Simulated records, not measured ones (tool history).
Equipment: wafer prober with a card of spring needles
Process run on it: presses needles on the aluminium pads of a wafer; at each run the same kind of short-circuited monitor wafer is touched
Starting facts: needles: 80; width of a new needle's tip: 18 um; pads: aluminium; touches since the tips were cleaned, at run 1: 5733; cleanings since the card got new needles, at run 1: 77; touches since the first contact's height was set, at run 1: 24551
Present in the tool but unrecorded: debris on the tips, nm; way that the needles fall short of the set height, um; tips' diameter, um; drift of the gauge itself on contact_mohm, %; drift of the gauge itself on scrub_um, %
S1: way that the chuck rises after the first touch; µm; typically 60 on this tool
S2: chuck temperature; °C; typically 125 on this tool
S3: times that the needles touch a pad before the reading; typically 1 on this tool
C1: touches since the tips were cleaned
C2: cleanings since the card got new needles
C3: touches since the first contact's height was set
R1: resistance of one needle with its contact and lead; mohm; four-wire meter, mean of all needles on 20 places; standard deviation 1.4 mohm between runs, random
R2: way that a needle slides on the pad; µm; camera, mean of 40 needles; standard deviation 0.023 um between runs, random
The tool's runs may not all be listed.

run 1 hour=0.0 | S1=60 S2=125 S3=1 | C1=5733 C2=77 C3=24551 | R1=125 R2=13.18
-- hour=4.7 tips cleaned on abrasive film
-- hour=21.6 tips cleaned on abrasive film
run 2 hour=21.6 | S1=60 S2=125 S3=1 | C1=0 C2=79 C3=34043 | R1=124 R2=13.13
-- hour=39.2 tips cleaned on abrasive film
run 3 hour=53.9 | S1=60 S2=125 S3=1 | C1=6480 C2=80 C3=48260 | R1=124 R2=13.16
-- hour=55.5 tips cleaned on abrasive film
-- hour=72.0 tips cleaned on abrasive film
run 4 hour=81.5 | S1=60 S2=125 S3=1 | C1=4245 C2=82 C3=60423 | R1=122 R2=13.13
-- hour=83.5 height of the first contact set anew
-- hour=88.2 tips cleaned on abrasive film
run 5 hour=100.2 | S1=60 S2=125 S3=1 | C1=5315 C2=83 C3=7377 | R1=122 R2=13.21
-- hour=105.8 tips cleaned on abrasive film
-- hour=122.7 tips cleaned on abrasive film
run 6 hour=125.2 | S1=60 S2=125 S3=2 | C1=1078 C2=85 C3=18328 | R1=125 R2=13.16
-- hour=141.6 tips cleaned on abrasive film
run 7 hour=150.1 | S1=60 S2=125 S3=2 | C1=3742 C2=86 C3=29310 | R1=126 R2=13.18
-- hour=160.0 tips cleaned on abrasive film
run 8 hour=165.4 | S1=60 S2=125 S3=2 | C1=2389 C2=87 C3=36040 | R1=121 R2=13.16
-- hour=176.9 tips cleaned on abrasive film
-- hour=192.8 tips cleaned on abrasive film
run 9 hour=194.9 | S1=60 S2=125 S3=2 | C1=920 C2=89 C3=49011 | R1=124 R2=13.15
-- hour=209.0 tips cleaned on abrasive film
run 10 hour=216.9 | S1=60 S2=58 S3=1 | C1=3470 C2=90 C3=58710 | R1=115 R2=13.18
-- hour=222.2 height of the first contact set anew
-- hour=227.7 tips cleaned on abrasive film
-- hour=244.8 tips cleaned on abrasive film
run 11 hour=247.3 | S1=60 S2=58 S3=1 | C1=1079 C2=92 C3=11024 | R1=115 R2=13.15
-- hour=260.5 tips cleaned on abrasive film
-- hour=276.8 tips cleaned on abrasive film
run 12 hour=278.0 | S1=60 S2=58 S3=1 | C1=525 C2=94 C3=24533 | R1=114 R2=13.18
-- hour=294.0 tips cleaned on abrasive film
run 13 hour=299.7 | S1=60 S2=58 S3=1 | C1=2522 C2=95 C3=34104 | R1=114 R2=13.22
-- hour=312.0 tips cleaned on abrasive film
run 14 hour=320.3 | S1=60 S2=125 S3=1 | C1=3648 C2=96 C3=43158 | R1=121 R2=13.24
-- hour=327.8 tips cleaned on abrasive film
run 15 hour=338.3 | S1=60 S2=38 S3=1 | C1=4663 C2=97 C3=51103 | R1=111 R2=13.23
-- hour=344.4 tips cleaned on abrasive film
-- hour=360.6 tips cleaned on abrasive film
-- hour=360.9 height of the first contact set anew
run 16 hour=367.3 | S1=55 S2=86 S3=1 | C1=2841 C2=99 C3=2841 | R1=121 R2=12.11
-- hour=379.2 tips cleaned on abrasive film
-- hour=395.5 tips cleaned on abrasive film
run 17 hour=396.6 | S1=49 S2=125 S3=2 | C1=498 C2=101 C3=15729 | R1=126 R2=10.78
-- hour=412.3 tips cleaned on abrasive film
run 18 hour=418.0 | S1=72 S2=91 S3=3 | C1=2520 C2=102 C3=25131 | R1=120 R2=15.86
-- hour=430.4 tips cleaned on abrasive film
-- hour=447.1 tips cleaned on abrasive film
run 19 hour=455.8 | S1=72 S2=91 S3=3 | C1=3862 C2=104 C3=41794 | R1=115 R2=15.86
-- hour=464.6 tips cleaned on abrasive film
run 20 hour=475.6 | S1=61 S2=64 S3=2 | C1=4889 C2=105 C3=50518 | R1=115 R2=13.47
-- hour=481.9 tips cleaned on abrasive film
-- hour=499.6 tips cleaned on abrasive film
-- hour=499.9 height of the first contact set anew
run 21 hour=500.0 | S1=61 S2=64 S3=2 | C1=36 C2=107 C3=36 | R1=117 R2=13.45
-- hour=515.6 tips cleaned on abrasive film
run 22 hour=516.1 | S1=45 S2=125 S3=1 | C1=202 C2=108 C3=7136 | R1=129 R2=9.94
-- hour=531.8 tips cleaned on abrasive film
-- hour=549.9 tips cleaned on abrasive film
run 23 hour=549.9 | S1=45 S2=36 S3=2 | C1=0 C2=110 C3=21996 | R1=116 R2=9.93
-- hour=565.9 tips cleaned on abrasive film
-- hour=582.2 tips cleaned on abrasive film
run 24 hour=582.2 | S1=48 S2=125 S3=2 | C1=0 C2=112 C3=36201 | R1=127 R2=10.62
-- hour=598.6 tips cleaned on abrasive film
-- hour=614.3 tips cleaned on abrasive film
run 25 hour=619.2 | S1=48 S2=125 S3=2 | C1=2158 C2=114 C3=52486 | R1=130 R2=10.62
-- hour=630.5 tips cleaned on abrasive film
-- hour=641.0 height of the first contact set anew
-- hour=646.7 tips cleaned on abrasive film
run 26 hour=646.9 | S1=48 S2=125 S3=2 | C1=89 C2=116 C3=2565 | R1=130 R2=10.67
-- hour=663.0 tips cleaned on abrasive film
-- hour=679.3 tips cleaned on abrasive film
run 27 hour=679.3 | S1=50 S2=117 S3=2 | C1=0 C2=118 C3=16824 | R1=128 R2=11.08
-- hour=696.3 tips cleaned on abrasive film
-- hour=713.0 tips cleaned on abrasive film
run 28 hour=713.5 | S1=67 S2=119 S3=2 | C1=205 C2=120 C3=31873 | R1=122 R2=14.83
-- hour=730.3 tips cleaned on abrasive film
run 29 hour=736.1 | S1=67 S2=119 S3=2 | C1=2559 C2=121 C3=41839 | R1=124 R2=14.82
-- hour=748.0 tips cleaned on abrasive film
-- hour=764.8 tips cleaned on abrasive film
run 30 hour=767.6 | S1=78 S2=52 S3=3 | C1=1232 C2=123 C3=55679 | R1=111 R2=17.30

For some of the steps in R2 from one run to the next: how much would appear even if the tool had no hidden state, given the settings, what came in and random variation, and how much remains for the hidden state plus any gauge scatter that the measured result and the result without hidden state don't share?
Run 17 -> 18: S1 49 -> 72, S2 125 -> 91, S3 2 -> 3, tips cleaned on abrasive film. R2 +5.08 µm: hidden state +0.04, all else +5.04.
Run 21 -> 22: S1 61 -> 45, S2 64 -> 125, S3 2 -> 1, tips cleaned on abrasive film. R2 -3.51 µm: hidden state -0.02, all else -3.49.
Run 27 -> 28: S1 50 -> 67, S2 117 -> 119, tips cleaned on abrasive film, tips cleaned on abrasive film. R2 +3.75 µm: hidden state +0.05, all else +3.70.
Run 29 -> 30: S1 67 -> 78, S2 119 -> 52, S3 2 -> 3, tips cleaned on abrasive film, tips cleaned on abrasive film. R2 +2.48 µm: hidden state +0.05, all else +2.43.

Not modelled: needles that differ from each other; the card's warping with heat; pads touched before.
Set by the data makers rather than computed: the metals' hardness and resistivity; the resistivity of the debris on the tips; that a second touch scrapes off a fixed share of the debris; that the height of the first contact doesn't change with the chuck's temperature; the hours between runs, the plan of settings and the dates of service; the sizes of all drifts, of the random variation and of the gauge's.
